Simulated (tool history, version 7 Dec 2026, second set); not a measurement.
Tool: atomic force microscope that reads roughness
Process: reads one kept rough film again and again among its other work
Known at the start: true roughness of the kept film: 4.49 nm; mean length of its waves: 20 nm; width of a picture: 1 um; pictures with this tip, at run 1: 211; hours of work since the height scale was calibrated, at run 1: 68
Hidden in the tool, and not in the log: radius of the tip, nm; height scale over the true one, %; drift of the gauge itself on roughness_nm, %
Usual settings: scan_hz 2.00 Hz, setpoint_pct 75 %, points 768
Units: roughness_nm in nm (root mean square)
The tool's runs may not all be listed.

run	hour	scan_hz	setpoint_pct	points	pictures with this tip	hours of work since the height scale was calibrated	roughness_nm
1	0.0	2.00	75	768	211	68	2.737
2	16.1	2.00	75	477	242	80	2.667
3	27.6	2.00	75	477	264	89	2.641
4	40.5	2.00	75	768	289	99	2.624
5	54.7	2.00	75	768	317	109	2.573
# hour 56.9: height scale calibrated on a step standard
6	71.3	2.00	75	768	347	11	2.530
# hour 80.7: height scale calibrated on a step standard, once more
# hour 83.3: new tip fitted
7	83.9	2.00	75	768	2	2	3.098
8	90.8	1.29	63	768	15	7	3.411
9	104.1	1.38	83	1002	41	17	3.006
10	111.1	1.38	83	1002	54	23	2.992
11	122.9	1.38	83	1002	77	31	2.931
12	134.7	0.79	72	344	100	40	3.126
13	144.8	1.35	72	267	120	48	2.954
14	159.5	1.35	72	267	148	59	2.902

Hidden state or all else? Some run-to-run changes of roughness_nm, split into what the settings, what came in and random variation would give without the hidden state, and what is left for the hidden state (with any gauge scatter that isn't in both results):
Run 6 -> 7: height scale calibrated on a step standard, once more, new tip fitted. roughness_nm +0.568 nm (root mean square): hidden state +0.562, all else +0.006.
